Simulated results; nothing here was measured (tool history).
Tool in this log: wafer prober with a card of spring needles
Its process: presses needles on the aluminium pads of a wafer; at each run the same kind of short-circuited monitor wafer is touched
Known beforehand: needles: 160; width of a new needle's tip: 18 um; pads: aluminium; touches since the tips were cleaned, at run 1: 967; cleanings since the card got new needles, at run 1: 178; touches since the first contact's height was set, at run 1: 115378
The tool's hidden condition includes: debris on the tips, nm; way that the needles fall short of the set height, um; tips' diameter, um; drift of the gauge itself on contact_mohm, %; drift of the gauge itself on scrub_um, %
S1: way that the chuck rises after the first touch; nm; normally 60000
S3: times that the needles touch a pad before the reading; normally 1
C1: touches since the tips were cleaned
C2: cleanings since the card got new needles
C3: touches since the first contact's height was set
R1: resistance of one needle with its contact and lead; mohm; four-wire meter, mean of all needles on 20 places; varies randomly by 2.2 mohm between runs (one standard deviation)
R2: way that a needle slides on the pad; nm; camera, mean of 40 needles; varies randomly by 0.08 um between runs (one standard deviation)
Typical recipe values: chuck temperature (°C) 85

run 1 hour=0 | S1=60000 chuck_temperature_(°C)=85 S3=1 | C1=967 C2=178 C3=115378 | R1=305 R2=13500
-- hour=2 tips cleaned on abrasive film
-- hour=6.8 tips cleaned on abrasive film
-- hour=8.9 height of the first contact set anew
-- hour=10.9 tips cleaned on abrasive film
-- hour=15.7 tips cleaned on abrasive film
-- hour=20.5 tips cleaned on abrasive film
run 2 hour=23 | S1=60000 chuck_temperature_(°C)=85 S3=1 | C1=1150 C2=183 C3=6178 | R1=310 R2=13070
-- hour=25 tips cleaned on abrasive film
-- hour=28.8 tips cleaned on abrasive film
-- hour=33.6 tips cleaned on abrasive film
-- hour=38.4 tips cleaned on abrasive film
-- hour=43.2 tips cleaned on abrasive film
-- hour=48 tips cleaned on abrasive film
-- hour=51.8 tips cleaned on abrasive film
run 3 hour=52.1 | S1=60000 chuck_temperature_(°C)=85 S3=1 | C1=119 C2=190 C3=18871 | R1=267 R2=12930
-- hour=55.9 tips cleaned on abrasive film
-- hour=60.7 tips cleaned on abrasive film
-- hour=65.5 tips cleaned on abrasive film
-- hour=70.3 tips cleaned on abrasive film
-- hour=75 tips cleaned on abrasive film
run 4 hour=76.8 | S1=60000 chuck_temperature_(°C)=85 S3=1 | C1=783 C2=195 C3=29712 | R1=304 R2=12700
-- hour=79.7 tips cleaned on abrasive film
-- hour=84.5 tips cleaned on abrasive film
-- hour=89.3 tips cleaned on abrasive film
run 5 hour=91 | S1=60000 chuck_temperature_(°C)=85 S3=1 | C1=758 C2=198 C3=35919 | R1=294 R2=12790
-- hour=93.9 tips cleaned on abrasive film
-- hour=97.7 tips cleaned on abrasive film
-- hour=102.5 tips cleaned on abrasive film
-- hour=107.3 tips cleaned on abrasive film
run 6 hour=108 | S1=60000 chuck_temperature_(°C)=85 S3=1 | C1=347 C2=202 C3=43392 | R1=276 R2=12620
-- hour=111.9 tips cleaned on abrasive film
-- hour=115.7 tips cleaned on abrasive film
-- hour=120.5 tips cleaned on abrasive film
-- hour=124.4 tips cleaned on abrasive film
-- hour=129.1 tips cleaned on abrasive film
-- hour=133.9 tips cleaned on abrasive film
run 7 hour=135.6 | S1=60000 chuck_temperature_(°C)=85 S3=1 | C1=751 C2=208 C3=55459 | R1=295 R2=12560
-- hour=138.5 tips cleaned on abrasive film
-- hour=142.3 tips cleaned on abrasive film
-- hour=147.1 tips cleaned on abrasive film
-- hour=148.2 height of the first contact set anew, once more
run 8 hour=148.2 | S1=54000 chuck_temperature_(°C)=85 S3=1 | C1=360 C2=211 C3=0 | R1=283 R2=12950
-- hour=152.1 tips cleaned on abrasive film
-- hour=156.9 tips cleaned on abrasive film
-- hour=161.6 tips cleaned on abrasive film
run 9 hour=165.2 | S1=54000 chuck_temperature_(°C)=85 S3=1 | C1=1595 C2=214 C3=7461 | R1=329 R2=13020
-- hour=166.2 tips cleaned on abrasive film
-- hour=170.1 tips cleaned on abrasive film
-- hour=174.9 tips cleaned on abrasive film
-- hour=178.7 tips cleaned on abrasive film
run 10 hour=181.3 | S1=54000 chuck_temperature_(°C)=85 S3=1 | C1=1170 C2=218 C3=14499 | R1=313 R2=13090
-- hour=183.3 tips cleaned on abrasive film
-- hour=187.1 tips cleaned on abrasive film
-- hour=191.9 tips cleaned on abrasive film
-- hour=196.7 tips cleaned on abrasive film
run 11 hour=197 | S1=60000 chuck_temperature_(°C)=41 S3=1 | C1=137 C2=222 C3=21341 | R1=252 R2=14330
-- hour=200.8 tips cleaned on abrasive film
-- hour=205.6 tips cleaned on abrasive film
-- hour=210.4 tips cleaned on abrasive film
-- hour=214.2 tips cleaned on abrasive film
run 12 hour=218 | S1=60000 chuck_temperature_(°C)=41 S3=1 | C1=1665 C2=226 C3=30550 | R1=311 R2=14410
-- hour=219 tips cleaned on abrasive film
-- hour=223.8 tips cleaned on abrasive film
-- hour=228.6 tips cleaned on abrasive film
-- hour=232.4 tips cleaned on abrasive film
-- hour=236.3 tips cleaned on abrasive film
-- hour=241 tips cleaned on abrasive film
-- hour=245.4 tips cleaned on abrasive film
run 13 hour=245.4 | S1=58000 chuck_temperature_(°C)=85 S3=2 | C1=0 C2=233 C3=42521 | R1=256 R2=13550
-- hour=250.2 tips cleaned on abrasive film
-- hour=255 tips cleaned on abrasive film
-- hour=258.8 tips cleaned on abrasive film
-- hour=262.7 tips cleaned on abrasive film
-- hour=267.4 tips cleaned on abrasive film
-- hour=271.3 tips cleaned on abrasive film
run 14 hour=272.5 | S1=58000 chuck_temperature_(°C)=32 S3=1 | C1=540 C2=239 C3=54376 | R1=274 R2=13540
-- hour=275.4 tips cleaned on abrasive film
-- hour=279.2 tips cleaned on abrasive film
-- hour=283.1 tips cleaned on abrasive film
-- hour=287.9 tips cleaned on abrasive film
run 15 hour=290.2 | S1=64000 chuck_temperature_(°C)=85 S3=2 | C1=1059 C2=243 C3=62142 | R1=277 R2=14990
-- hour=292.2 tips cleaned on abrasive film
-- hour=297 tips cleaned on abrasive film
-- hour=301.8 tips cleaned on abrasive film
-- hour=306.5 tips cleaned on abrasive film
-- hour=311.3 tips cleaned on abrasive film
run 16 hour=314.7 | S1=64000 chuck_temperature_(°C)=85 S3=2 | C1=1490 C2=248 C3=72852 | R1=288 R2=14950
-- hour=315.7 tips cleaned on abrasive film
-- hour=320.5 tips cleaned on abrasive film
-- hour=325.2 tips cleaned on abrasive film
run 17 hour=328.2 | S1=69000 chuck_temperature_(°C)=31 S3=2 | C1=1312 C2=251 C3=78775 | R1=266 R2=15970
-- hour=329.2 tips cleaned on abrasive film
-- hour=334 tips cleaned on abrasive film
-- hour=338.8 tips cleaned on abrasive film
run 18 hour=341.7 | S1=76000 chuck_temperature_(°C)=85 S3=1 | C1=1308 C2=254 C3=84694 | R1=288 R2=17570
-- hour=342.7 tips cleaned on abrasive film
-- hour=347.5 tips cleaned on abrasive film
-- hour=352.3 tips cleaned on abrasive film
-- hour=357.1 tips cleaned on abrasive film
-- hour=361.9 tips cleaned on abrasive film
-- hour=366.4 tips cleaned on abrasive film
run 19 hour=366.4 | S1=76000 chuck_temperature_(°C)=85 S3=1 | C1=0 C2=260 C3=95469 | R1=250 R2=17660
-- hour=370.2 tips cleaned on abrasive film
-- hour=375 tips cleaned on abrasive film
-- hour=378.8 tips cleaned on abrasive film
-- hour=382.7 tips cleaned on abrasive film
-- hour=387.4 tips cleaned on abrasive film
run 20 hour=387.4 | S1=47000 chuck_temperature_(°C)=27 S3=1 | C1=0 C2=265 C3=104645 | R1=254 R2=10420
-- hour=391.2 tips cleaned on abrasive film
-- hour=396 tips cleaned on abrasive film
-- hour=399.8 tips cleaned on abrasive film
-- hour=404.6 tips cleaned on abrasive film
run 21 hour=405.3 | S1=47000 chuck_temperature_(°C)=27 S3=1 | C1=310 C2=269 C3=112498 | R1=289 R2=10420
-- hour=409.1 tips cleaned on abrasive film
-- hour=413 tips cleaned on abrasive film
-- hour=417.8 tips cleaned on abrasive film
-- hour=420.9 height of the first contact set anew
-- hour=422.8 tips cleaned on abrasive film
-- hour=426.7 tips cleaned on abrasive film
run 22 hour=427.2 | S1=47000 chuck_temperature_(°C)=27 S3=1 | C1=215 C2=274 C3=2730 | R1=274 R2=11470
-- hour=431 tips cleaned on abrasive film
-- hour=435.8 tips cleaned on abrasive film
-- hour=440.1 tips cleaned on abrasive film
run 23 hour=440.1 | S1=65000 chuck_temperature_(°C)=102 S3=1 | C1=0 C2=277 C3=8384 | R1=263 R2=15890
-- hour=444.9 tips cleaned on abrasive film
-- hour=449.7 tips cleaned on abrasive film
run 24 hour=453.3 | S1=65000 chuck_temperature_(°C)=102 S3=1 | C1=1617 C2=279 C3=14192 | R1=313 R2=15680

Predict each of these 3 candidate next runs independently; none follows another, all start after run 24:
-- hour=454.3 tips cleaned on abrasive film
-- hour=459.1 tips cleaned on abrasive film
-- hour=463.9 tips cleaned on abrasive film
-- hour=468.7 tips cleaned on abrasive film
run A hour=471.8 | S1=46000 chuck_temperature_(°C)=76 S3=2 | C1=1403 C2=283 C3=22300 | R1=? R2=?
-- hour=454.3 tips cleaned on abrasive film
-- hour=459.1 tips cleaned on abrasive film
-- hour=463.9 tips cleaned on abrasive film
-- hour=468.7 tips cleaned on abrasive film
run B hour=471.8 | S1=46000 chuck_temperature_(°C)=43 S3=3 | C1=1403 C2=283 C3=22300 | R1=? R2=?
-- hour=454.3 tips cleaned on abrasive film
-- hour=459.1 tips cleaned on abrasive film
-- hour=463.9 tips cleaned on abrasive film
-- hour=468.7 tips cleaned on abrasive film
run C hour=471.8 | S1=70000 chuck_temperature_(°C)=40 S3=2 | C1=1403 C2=283 C3=22300 | R1=? R2=?

run=A R1=330 R2=11070
run=B R1=287 R2=11080
run=C R1=266 R2=16870
With no hidden state in the tool, these same runs would have given:
run=A R1=251 R2=11270
run=B R1=234 R2=11270
run=C R1=228 R2=17070

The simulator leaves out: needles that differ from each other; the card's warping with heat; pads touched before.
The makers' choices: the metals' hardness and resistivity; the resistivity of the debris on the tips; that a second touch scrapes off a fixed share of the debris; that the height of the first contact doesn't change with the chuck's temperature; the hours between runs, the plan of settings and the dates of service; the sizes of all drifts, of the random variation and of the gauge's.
